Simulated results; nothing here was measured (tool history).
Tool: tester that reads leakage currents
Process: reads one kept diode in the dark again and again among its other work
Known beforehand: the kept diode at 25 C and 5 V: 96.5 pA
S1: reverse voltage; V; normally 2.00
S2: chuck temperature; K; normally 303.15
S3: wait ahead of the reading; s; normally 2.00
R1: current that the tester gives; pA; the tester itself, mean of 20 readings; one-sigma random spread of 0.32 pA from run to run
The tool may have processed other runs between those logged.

run	hour	S1	S2	S3	R1
1	0.0	2.00	303.15	2.00	115.91
2	166.6	2.00	303.15	2.00	117.39
3	258.2	2.00	303.15	2.00	118.91
4	402.5	2.00	303.15	2.00	120.21
# hour 580.9: probe card cleaned and baked
5	595.3	2.00	303.15	1.23	122.55
# hour 647.1: chuck's temperature calibrated
6	751.9	2.00	303.15	1.23	112.84
7	943.7	7.18	303.15	2.00	196.52
8	1034.3	7.18	303.15	2.00	198.68
9	1122.5	2.00	303.15	2.00	115.69
10	1334.5	2.00	296.15	2.00	70.00
11	1549.3	2.00	303.15	2.00	120.10
# hour 1721.7: probe card cleaned and baked, once more
12	1768.2	2.00	303.15	2.00	115.12
13	1934.8	2.00	303.15	2.00	117.55
14	2152.8	2.00	303.15	2.00	119.85
# hour 2168.4: chuck's temperature calibrated
15	2371.6	2.00	303.15	2.00	106.00
16	2513.1	2.00	303.15	2.00	108.18
17	2699.9	2.00	303.15	2.00	109.72
18	2854.5	2.00	303.15	2.00	111.73
19	3047.4	2.00	303.15	2.00	114.16
20	3218.8	2.00	303.15	2.00	115.69
21	3373.0	7.10	325.15	1.61	973.14
22	3552.9	1.35	318.15	0.51	321.73
# hour 3683.6: chuck's temperature calibrated
23	3716.6	17.35	322.15	2.00	1027.68
24	3836.3	17.35	322.15	2.00	1037.06
25	3941.4	1.45	293.15	1.76	43.56
26	4147.0	1.89	296.15	0.68	63.06
27	4341.4	7.65	310.15	0.30	337.09
# hour 4439.1: probe card cleaned and baked
28	4537.4	7.65	310.15	0.30	323.20
29	4747.2	7.65	310.15	0.30	329.81
30	4888.5	7.65	310.15	0.31	333.59
31	5072.8	3.76	310.15	0.31	258.05
# hour 5208.7: chuck's temperature calibrated
32	5241.4	6.51	316.15	2.96	449.80
33	5343.1	1.85	310.15	0.94	179.32
34	5491.2	1.85	314.15	1.60	246.03
35	5597.1	7.78	305.15	0.51	219.50
36	5735.5	2.23	327.15	5.14	693.03
37	5842.4	11.21	295.15	2.88	122.61
38	6022.0	2.94	300.15	1.06	105.42
39	6194.1	2.94	300.15	1.06	107.33

Predict each of these 4 candidate next runs independently; none follows another, all start after run 39:
A	6395.2	1.83	300.15	1.10	?
B	6395.2	1.73	295.15	5.28	?
C	6395.2	2.00	295.15	2.00	?
D	6395.2	2.00	298.15	0.33	?

run	R1
A	90.72
B	59.09
C	62.96
D	80.53
With no hidden state in the tool, these same runs would have given:
run	R1
A	79.12
B	50.42
C	53.48
D	69.58
